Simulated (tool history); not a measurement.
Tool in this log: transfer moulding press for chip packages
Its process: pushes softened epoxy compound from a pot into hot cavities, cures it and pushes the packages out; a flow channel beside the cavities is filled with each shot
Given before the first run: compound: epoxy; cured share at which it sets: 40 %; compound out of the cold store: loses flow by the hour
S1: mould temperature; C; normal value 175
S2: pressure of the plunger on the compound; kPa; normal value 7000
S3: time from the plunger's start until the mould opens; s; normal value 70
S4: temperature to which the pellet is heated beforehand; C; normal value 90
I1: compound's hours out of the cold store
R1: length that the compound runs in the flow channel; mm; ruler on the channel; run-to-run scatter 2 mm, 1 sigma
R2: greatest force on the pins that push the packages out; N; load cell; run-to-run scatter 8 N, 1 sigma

run	hour	S1	S2	S3	S4	I1	R1	R2
1	0	175	7000	70	90	40.8	562	533
2	43.3	175	7000	79	90	10.2	613	632
# hour 51.2: cavities cleaned with cleaning compound and waxed
3	88.6	175	7000	79	90	42.9	548	516
# hour 117.7: cavities cleaned with cleaning compound and waxed
# hour 163.7: plunger's sealing rings changed
4	169.7	175	7000	79	90	41.7	578	612
# hour 186.3: cavities cleaned with cleaning compound and waxed
5	230.6	175	7000	79	90	43.7	571	564
# hour 249.3: cavities cleaned with cleaning compound and waxed
6	271	175	7000	79	90	38.5	578	454
# hour 315.8: cavities cleaned with cleaning compound and waxed
7	325.3	175	7000	70	90	14.1	615	568
# hour 339.1: mould's thermocouples calibrated
# hour 380.7: cavities cleaned with cleaning compound and waxed
8	395.7	175	7000	70	90	37.4	565	536
# hour 445.7: cavities cleaned with cleaning compound and waxed
9	477.3	175	7000	70	90	23.2	580	660
# hour 511.9: cavities cleaned with cleaning compound and waxed
# hour 533.6: plunger's sealing rings changed
10	534.3	175	7000	70	96	21	612	555
# hour 578.8: cavities cleaned with cleaning compound and waxed
11	608.3	175	7000	70	90	33	586	615
# hour 644: cavities cleaned with cleaning compound and waxed
12	684.5	175	7000	70	90	33.8	574	702
# hour 710.8: cavities cleaned with cleaning compound and waxed
13	737.7	175	7000	70	90	21.7	590	635
# hour 775.9: cavities cleaned with cleaning compound and waxed
14	788.9	175	7000	70	90	35.6	562	513
# hour 839.3: cavities cleaned with cleaning compound and waxed
15	864.8	175	7000	52	90	42.5	539	1310
# hour 901: plunger's sealing rings changed
# hour 906.8: cavities cleaned with cleaning compound and waxed
16	912	175	7000	52	90	15	627	942
17	946.7	175	7000	69	90	19.8	618	760
# hour 973.1: cavities cleaned with cleaning compound and waxed
18	996.5	175	7000	69	90	39.6	574	619
# hour 1039.7: cavities cleaned with cleaning compound and waxed
19	1071.7	167	7000	58	90	32.7	591	1521
# hour 1104.4: cavities cleaned with cleaning compound and waxed
20	1136.2	173	7000	58	83	26.8	589	1297
# hour 1171.1: cavities cleaned with cleaning compound and waxed
21	1213.4	173	7000	58	83	32.4	572	1420
# hour 1236.1: cavities cleaned with cleaning compound and waxed
22	1262.7	175	6570	70	90	17.3	567	687
# hour 1272: plunger's sealing rings changed
# hour 1303.4: cavities cleaned with cleaning compound and waxed
23	1312.3	170	6570	100	90	29.3	589	318
# hour 1369.3: cavities cleaned with cleaning compound and waxed
24	1388.1	170	6570	100	90	12.7	612	399
# hour 1433.1: cavities cleaned with cleaning compound and waxed
25	1433.1	170	6570	100	90	16.4	602	235
26	1481.2	170	6570	100	90	32.9	561	509

Each row is a separate what-if for the run after 26, all from the same tool condition, not one after another. Results?
# hour 1497.5: cavities cleaned with cleaning compound and waxed
A	1551.2	175	6280	70	90	44.3	?	?
# hour 1497.5: cavities cleaned with cleaning compound and waxed
B	1551.2	168	6800	100	96	29.6	?	?
# hour 1497.5: cavities cleaned with cleaning compound and waxed
C	1551.2	172	7040	70	82	40.6	?	?

run	R1	R2
A	514	790
B	578	547
C	560	943
Had the tool no hidden state, the same runs would have come out as:
run	R1	R2
A	541	351
B	608	251
C	589	423

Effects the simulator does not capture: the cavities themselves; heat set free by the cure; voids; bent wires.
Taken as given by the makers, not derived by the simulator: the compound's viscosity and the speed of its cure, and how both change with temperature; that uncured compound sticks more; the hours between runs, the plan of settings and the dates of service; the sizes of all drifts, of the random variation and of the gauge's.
